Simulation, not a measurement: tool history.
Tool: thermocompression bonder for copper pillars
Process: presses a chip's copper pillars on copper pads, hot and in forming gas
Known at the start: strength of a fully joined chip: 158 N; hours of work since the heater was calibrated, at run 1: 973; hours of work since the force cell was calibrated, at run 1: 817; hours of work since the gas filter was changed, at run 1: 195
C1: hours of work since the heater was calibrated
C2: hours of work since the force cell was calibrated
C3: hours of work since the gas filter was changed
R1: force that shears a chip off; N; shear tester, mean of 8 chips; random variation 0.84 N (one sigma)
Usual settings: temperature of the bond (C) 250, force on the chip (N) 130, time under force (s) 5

run 1 day=0 | temperature_of_the_bond_(C)=250 force_on_the_chip_(N)=130 time_under_force_(s)=5 | C1=973 C2=817 C3=195 | R1=58.4
run 2 day=1.567 | temperature_of_the_bond_(C)=250 force_on_the_chip_(N)=130 time_under_force_(s)=5 | C1=990 C2=834 C3=212 | R1=56.3
run 3 day=2.9 | temperature_of_the_bond_(C)=268 force_on_the_chip_(N)=130 time_under_force_(s)=5 | C1=1005 C2=849 C3=227 | R1=71.4
run 4 day=4.125 | temperature_of_the_bond_(C)=250 force_on_the_chip_(N)=187 time_under_force_(s)=5 | C1=1018 C2=862 C3=240 | R1=68.9
run 5 day=6.167 | temperature_of_the_bond_(C)=279 force_on_the_chip_(N)=130 time_under_force_(s)=5 | C1=1040 C2=885 C3=263 | R1=77.4
run 6 day=7.183 | temperature_of_the_bond_(C)=279 force_on_the_chip_(N)=130 time_under_force_(s)=5 | C1=1052 C2=896 C3=274 | R1=78.1
run 7 day=9.238 | temperature_of_the_bond_(C)=279 force_on_the_chip_(N)=130 time_under_force_(s)=5 | C1=1074 C2=918 C3=296 | R1=78.5
run 8 day=10.512 | temperature_of_the_bond_(C)=250 force_on_the_chip_(N)=130 time_under_force_(s)=5 | C1=1088 C2=932 C3=310 | R1=55.2
run 9 day=11.417 | temperature_of_the_bond_(C)=250 force_on_the_chip_(N)=130 time_under_force_(s)=5 | C1=1098 C2=942 C3=320 | R1=54.6
run 10 day=13.488 | temperature_of_the_bond_(C)=250 force_on_the_chip_(N)=130 time_under_force_(s)=5 | C1=1121 C2=965 C3=343 | R1=53.9
run 11 day=15.338 | temperature_of_the_bond_(C)=248 force_on_the_chip_(N)=130 time_under_force_(s)=5 | C1=1141 C2=985 C3=363 | R1=51.6
run 12 day=16.862 | temperature_of_the_bond_(C)=248 force_on_the_chip_(N)=130 time_under_force_(s)=5 | C1=1158 C2=1002 C3=380 | R1=51.7
run 13 day=18.05 | temperature_of_the_bond_(C)=250 force_on_the_chip_(N)=130 time_under_force_(s)=5 | C1=1171 C2=1015 C3=393 | R1=53.8
run 14 day=19.175 | temperature_of_the_bond_(C)=250 force_on_the_chip_(N)=130 time_under_force_(s)=5 | C1=1183 C2=1027 C3=405 | R1=52.8
run 15 day=20.812 | temperature_of_the_bond_(C)=271 force_on_the_chip_(N)=130 time_under_force_(s)=5 | C1=1201 C2=1045 C3=423 | R1=69.5
run 16 day=22.062 | temperature_of_the_bond_(C)=250 force_on_the_chip_(N)=83 time_under_force_(s)=5 | C1=1215 C2=1059 C3=437 | R1=39.2
run 17 day=24.058 | temperature_of_the_bond_(C)=250 force_on_the_chip_(N)=83 time_under_force_(s)=5 | C1=1237 C2=1081 C3=459 | R1=38.8
run 18 day=25.858 | temperature_of_the_bond_(C)=250 force_on_the_chip_(N)=130 time_under_force_(s)=3 | C1=1256 C2=1101 C3=479 | R1=42.1
-- day=26.512 forming gas filter changed
run 19 day=27.154 | temperature_of_the_bond_(C)=250 force_on_the_chip_(N)=130 time_under_force_(s)=3 | C1=1270 C2=1115 C3=7 | R1=48.1
run 20 day=28.908 | temperature_of_the_bond_(C)=250 force_on_the_chip_(N)=130 time_under_force_(s)=5 | C1=1290 C2=1134 C3=26 | R1=58.6
run 21 day=29.85 | temperature_of_the_bond_(C)=250 force_on_the_chip_(N)=123 time_under_force_(s)=7 | C1=1300 C2=1144 C3=37 | R1=63.6
run 22 day=31.704 | temperature_of_the_bond_(C)=241 force_on_the_chip_(N)=150 time_under_force_(s)=5 | C1=1320 C2=1165 C3=57 | R1=54.8
run 23 day=32.692 | temperature_of_the_bond_(C)=242 force_on_the_chip_(N)=151 time_under_force_(s)=7 | C1=1331 C2=1175 C3=68 | R1=63
run 24 day=33.838 | temperature_of_the_bond_(C)=242 force_on_the_chip_(N)=151 time_under_force_(s)=7 | C1=1344 C2=1188 C3=80 | R1=62.9
-- day=34.038 force cell calibrated
run 25 day=34.825 | temperature_of_the_bond_(C)=242 force_on_the_chip_(N)=151 time_under_force_(s)=7 | C1=1354 C2=9 C3=90 | R1=63.8
run 26 day=36.017 | temperature_of_the_bond_(C)=242 force_on_the_chip_(N)=151 time_under_force_(s)=7 | C1=1367 C2=22 C3=104 | R1=63.1
run 27 day=37.775 | temperature_of_the_bond_(C)=242 force_on_the_chip_(N)=117 time_under_force_(s)=7 | C1=1386 C2=41 C3=123 | R1=53.6
run 28 day=38.792 | temperature_of_the_bond_(C)=242 force_on_the_chip_(N)=117 time_under_force_(s)=7 | C1=1397 C2=52 C3=134 | R1=53.5
run 29 day=40.892 | temperature_of_the_bond_(C)=250 force_on_the_chip_(N)=95 time_under_force_(s)=5 | C1=1420 C2=75 C3=157 | R1=45.8
run 30 day=42.442 | temperature_of_the_bond_(C)=250 force_on_the_chip_(N)=95 time_under_force_(s)=5 | C1=1437 C2=92 C3=174 | R1=44.6
run 31 day=44.488 | temperature_of_the_bond_(C)=250 force_on_the_chip_(N)=95 time_under_force_(s)=5 | C1=1460 C2=115 C3=196 | R1=45.7
run 32 day=45.975 | temperature_of_the_bond_(C)=263 force_on_the_chip_(N)=81 time_under_force_(s)=5 | C1=1476 C2=131 C3=213 | R1=46.4
-- day=46.629 force cell calibrated, once more
run 33 day=47.371 | temperature_of_the_bond_(C)=259 force_on_the_chip_(N)=171 time_under_force_(s)=5 | C1=1491 C2=8 C3=227 | R1=74.2
run 34 day=48.938 | temperature_of_the_bond_(C)=264 force_on_the_chip_(N)=177 time_under_force_(s)=5 | C1=1508 C2=25 C3=245 | R1=78.9
run 35 day=50.108 | temperature_of_the_bond_(C)=261 force_on_the_chip_(N)=88 time_under_force_(s)=11 | C1=1521 C2=38 C3=257 | R1=66.4
run 36 day=51.638 | temperature_of_the_bond_(C)=244 force_on_the_chip_(N)=129 time_under_force_(s)=6 | C1=1537 C2=55 C3=274 | R1=54.2
run 37 day=53.629 | temperature_of_the_bond_(C)=251 force_on_the_chip_(N)=106 time_under_force_(s)=4 | C1=1559 C2=77 C3=296 | R1=43.7
run 38 day=54.812 | temperature_of_the_bond_(C)=250 force_on_the_chip_(N)=130 time_under_force_(s)=4 | C1=1572 C2=90 C3=309 | R1=49
run 39 day=56.229 | temperature_of_the_bond_(C)=278 force_on_the_chip_(N)=102 time_under_force_(s)=8 | C1=1588 C2=105 C3=324 | R1=77.3
run 40 day=58.108 | temperature_of_the_bond_(C)=234 force_on_the_chip_(N)=100 time_under_force_(s)=10 | C1=1608 C2=126 C3=345 | R1=47.3

Some steps in R1 between neighbouring runs. How much of each would the tool show without its hidden state too (settings, what came in, random variation), and how much is left for the hidden state, with any gauge scatter that isn't in both results?
The hidden state here: true temperature of the bond over the reading, C; force that reaches the chip, % of what is set; oxide that the forming gas leaves, % of the face; drift of the gauge itself on shear_n, %.
Run 15 -> 16: temperature of the bond (C) 271 -> 250, force on the chip (N) 130 -> 83. R1 -30.3 N: hidden state +5.4, all else -35.7.
Run 18 -> 19: forming gas filter changed. R1 +6 N: hidden state +5.3, all else +0.7.
Run 38 -> 39: temperature of the bond (C) 250 -> 278, force on the chip (N) 130 -> 102, time under force (s) 4 -> 8. R1 +28.3 N: hidden state -4.1, all else +32.4.
Run 39 -> 40: temperature of the bond (C) 278 -> 234, force on the chip (N) 102 -> 100, time under force (s) 8 -> 10. R1 -30 N: hidden state +3.1, all else -33.1.

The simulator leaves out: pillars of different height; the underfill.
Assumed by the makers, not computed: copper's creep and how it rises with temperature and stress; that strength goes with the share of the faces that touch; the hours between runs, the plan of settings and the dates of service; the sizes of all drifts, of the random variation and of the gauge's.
